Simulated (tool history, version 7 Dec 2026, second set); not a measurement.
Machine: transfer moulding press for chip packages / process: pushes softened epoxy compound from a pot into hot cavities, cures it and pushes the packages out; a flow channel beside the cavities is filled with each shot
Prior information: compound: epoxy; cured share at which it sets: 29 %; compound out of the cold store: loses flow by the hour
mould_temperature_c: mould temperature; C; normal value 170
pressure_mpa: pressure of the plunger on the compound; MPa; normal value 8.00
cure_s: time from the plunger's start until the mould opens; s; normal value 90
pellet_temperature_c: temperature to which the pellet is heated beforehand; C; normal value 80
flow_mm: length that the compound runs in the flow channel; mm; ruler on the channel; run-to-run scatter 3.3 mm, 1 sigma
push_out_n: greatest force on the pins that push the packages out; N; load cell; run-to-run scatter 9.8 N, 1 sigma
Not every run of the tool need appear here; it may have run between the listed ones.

run   hour  mould_temperature_c  pressure_mpa  cure_s  pellet_temperature_c  incoming compound's hours out of the cold store  flow_mm  push_out_n
  1    0.0                  170          8.00      90                    80                                             11.3      749         503
  2   10.6                  170          8.00      90                    80                                             16.5      722         564
  3   19.4                  170          8.00      90                    80                                             19.7      711         589
      25.9  -- plunger's sealing rings changed
  4   34.8                  170          8.00      90                    80                                             11.8      802         628
  5   40.8                  170          8.00      90                    80                                             31.5      710         648
  6   47.8                  170          8.00      90                    80                                             12.1      799         672
      50.6  -- cavities cleaned with cleaning compound and waxed
  7   55.7                  170          8.00      90                    80                                             44.9      655         466
  8   69.5                  170          8.00      90                    80                                             27.1      731         535
  9   83.6                  170          8.00      90                    82                                             24.2      742         600
 10   94.3                  172          6.08      92                    80                                             15.3      673         618
 11  103.7                  170          8.00      90                    73                                             25.5      731         652
     111.9  -- cavities cleaned with cleaning compound and waxed
 12  119.7                  170          6.99      90                    73                                             26.4      677         493
 13  132.9                  177          8.75      73                    88                                              8.3      830         556
 14  139.6                  177          8.75      73                    88                                             22.5      757         578
 15  149.6                  170          7.84     128                    89                                             17.1      755         534

Some steps in flow_mm, run to run, broken into two amounts with sign: the step expected even without the hidden condition (settings, incoming material, random variation), and the rest, left for the hidden condition together with whatever gauge scatter is not in both the measured and the hidden-condition-free result:
Hidden conditions of the tool in this case: true mould temperature over the reading, C; pressure that reaches the compound, % of what is set; grip of the stained cavities, % over clean ones'; drift of the gauge itself on flow_mm, %; drift of the gauge itself on push_out_n, %.
Run 3 -> 4: plunger's sealing rings changed. flow_mm +91 mm: hidden state +55, all else +36.
Run 12 -> 13: mould_temperature_c 170 -> 177, pressure_mpa 6.99 -> 8.75, cure_s 90 -> 73, pellet_temperature_c 73 -> 88. flow_mm +153 mm: hidden state -4, all else +157.
